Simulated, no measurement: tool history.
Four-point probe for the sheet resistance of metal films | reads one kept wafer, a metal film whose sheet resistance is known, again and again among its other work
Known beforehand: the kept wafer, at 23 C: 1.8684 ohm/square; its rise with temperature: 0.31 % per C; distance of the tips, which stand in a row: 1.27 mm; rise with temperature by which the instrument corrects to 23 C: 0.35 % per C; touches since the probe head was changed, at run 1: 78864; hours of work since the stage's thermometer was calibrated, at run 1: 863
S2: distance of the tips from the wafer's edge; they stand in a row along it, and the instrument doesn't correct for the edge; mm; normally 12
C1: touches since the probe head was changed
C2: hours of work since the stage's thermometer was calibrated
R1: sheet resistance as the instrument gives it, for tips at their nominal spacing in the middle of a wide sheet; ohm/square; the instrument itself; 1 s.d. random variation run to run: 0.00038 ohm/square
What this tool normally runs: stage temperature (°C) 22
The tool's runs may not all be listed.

run 1 hour=0 | stage_temperature_(°C)=22 S2=12 | C1=78864 C2=863 | R1=1.898012
run 2 hour=67.6 | stage_temperature_(°C)=22 S2=12 | C1=80884 C2=901 | R1=1.898406
run 3 hour=118.2 | stage_temperature_(°C)=22 S2=12 | C1=82397 C2=929 | R1=1.898518
run 4 hour=199.6 | stage_temperature_(°C)=22 S2=12 | C1=84833 C2=974 | R1=1.899509
run 5 hour=257.5 | stage_temperature_(°C)=22 S2=12 | C1=86563 C2=1006 | R1=1.89981
-- hour=267.3 stage's thermometer calibrated
run 6 hour=320.1 | stage_temperature_(°C)=26 S2=12 | C1=88418 C2=29 | R1=1.898025
run 7 hour=367.7 | stage_temperature_(°C)=18 S2=12 | C1=89843 C2=56 | R1=1.905228
run 8 hour=459.6 | stage_temperature_(°C)=18 S2=12 | C1=92589 C2=107 | R1=1.90559
run 9 hour=535.9 | stage_temperature_(°C)=18 S2=12 | C1=94870 C2=149 | R1=1.906266
run 10 hour=631.3 | stage_temperature_(°C)=26 S2=41 | C1=97723 C2=202 | R1=1.890262
run 11 hour=691.2 | stage_temperature_(°C)=26 S2=41 | C1=99512 C2=235 | R1=1.889888
run 12 hour=770.5 | stage_temperature_(°C)=29 S2=38 | C1=101885 C2=279 | R1=1.888472
-- hour=826.1 stage's thermometer calibrated, once more
run 13 hour=854.9 | stage_temperature_(°C)=34 S2=12 | C1=104392 C2=16 | R1=1.893062
run 14 hour=951.3 | stage_temperature_(°C)=34 S2=12 | C1=107273 C2=69 | R1=1.892821

Selected run-to-run steps in R1, each split into two signed amounts: the part the tool would show with no hidden state at all (from settings, incoming material and random variation), and the remainder, which goes to the hidden state together with any gauge scatter not common to the measured and the hidden-state-free results:
Hidden conditions of the tool in this case: inner tips' distance over the nominal, %; tips' flats over new ones', %; wafer's true temperature over the reading, C; drift of the gauge itself on sheet_ohm, %.
Run 9 -> 10: stage temperature (°C) 18 -> 26, S2 12 -> 41. R1 -0.016004 ohm/square: hidden state +0.000514, all else -0.016518.
Run 12 -> 13: stage temperature (°C) 29 -> 34, S2 38 -> 12, stage's thermometer calibrated, once more. R1 +0.00459 ohm/square: hidden state -0.001949, all else +0.006539.
